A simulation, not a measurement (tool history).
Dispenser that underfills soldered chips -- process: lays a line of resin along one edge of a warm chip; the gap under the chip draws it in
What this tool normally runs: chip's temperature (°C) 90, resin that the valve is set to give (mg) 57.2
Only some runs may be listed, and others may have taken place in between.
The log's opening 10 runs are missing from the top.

| run | hour | chip's temperature (°C) | resin that the valve is set to give (mg) | time until the resin shows at the far edge (s) | resin that the valve gave (mg) |
|---|---|---|---|---|---|
| 11 | 69.1 | 90 | 61.4 | 79.3 | 60.42 |
|  | 70.0 | new syringe of resin |
|  | 75.3 | dispensing valve cleaned and set on the balance |
| 12 | 75.3 | 90 | 61.4 | 61.3 | 61.35 |
| 13 | 81.9 | 90 | 61.4 | 74.0 | 61.23 |
|  | 86.0 | new syringe of resin |
| 14 | 90.9 | 90 | 61.4 | 62.6 | 61.08 |
|  | 100.9 | new syringe of resin |
| 15 | 100.9 | 90 | 61.4 | 54.6 | 61.05 |
| 16 | 105.2 | 90 | 61.4 | 61.0 | 60.87 |
| 17 | 112.3 | 90 | 61.4 | 74.0 | 60.89 |
|  | 115.6 | new syringe of resin |
| 18 | 120.1 | 90 | 61.4 | 63.6 | 60.67 |
| 19 | 129.8 | 95 | 49.2 | 66.7 | 48.58 |
|  | 130.7 | new syringe of resin |
| 20 | 134.8 | 85 | 49.1 | 77.9 | 48.44 |
| 21 | 144.5 | 89 | 50.5 | 84.4 | 49.77 |
|  | 145.7 | new syringe of resin |
| 22 | 149.5 | 90 | 57.2 | 60.2 | 56.38 |
| 23 | 156.8 | 99 | 54.7 | 49.4 | 53.82 |
|  | 161.1 | new syringe of resin |
|  | 163.5 | dispensing valve cleaned and set on the balance |
| 24 | 167.9 | 92 | 64.8 | 56.2 | 64.74 |
| 25 | 174.0 | 92 | 64.8 | 67.2 | 64.69 |
|  | 177.4 | new syringe of resin |
| 26 | 179.6 | 81 | 68.0 | 86.6 | 67.66 |
| 27 | 187.7 | 81 | 68.0 | 108.3 | 67.71 |
|  | 192.6 | new syringe of resin |
| 28 | 197.9 | 78 | 56.3 | 110.7 | 55.88 |
|  | 207.8 | new syringe of resin |
| 29 | 207.8 | 76 | 49.7 | 107.5 | 49.31 |
| 30 | 213.6 | 76 | 49.7 | 125.0 | 49.10 |
|  | 222.6 | new syringe of resin |
| 31 | 222.6 | 76 | 70.0 | 104.2 | 69.21 |
| 32 | 228.4 | 76 | 70.0 | 122.1 | 69.02 |

3 ways to go on from here, each from the tool as it stands after run 32. What would each give?
|  | 237.7 | new syringe of resin |
| A | 238.5 | 91 | 65.5 | ? | ? |
|  | 237.7 | new syringe of resin |
| B | 238.5 | 85 | 57.2 | ? | ? |
|  | 237.7 | new syringe of resin |
| C | 238.5 | 85 | 51.0 | ? | ? |

| run | time until the resin shows at the far edge (s) | resin that the valve gave (mg) |
|---|---|---|
| A | 51.3 | 64.47 |
| B | 70.3 | 56.25 |
| C | 71.0 | 50.29 |
With no hidden state in the tool, these same runs would have given:
| run | time until the resin shows at the far edge (s) | resin that the valve gave (mg) |
|---|---|---|
| A | 51.8 | 65.45 |
| B | 70.9 | 57.10 |
| C | 71.5 | 51.05 |
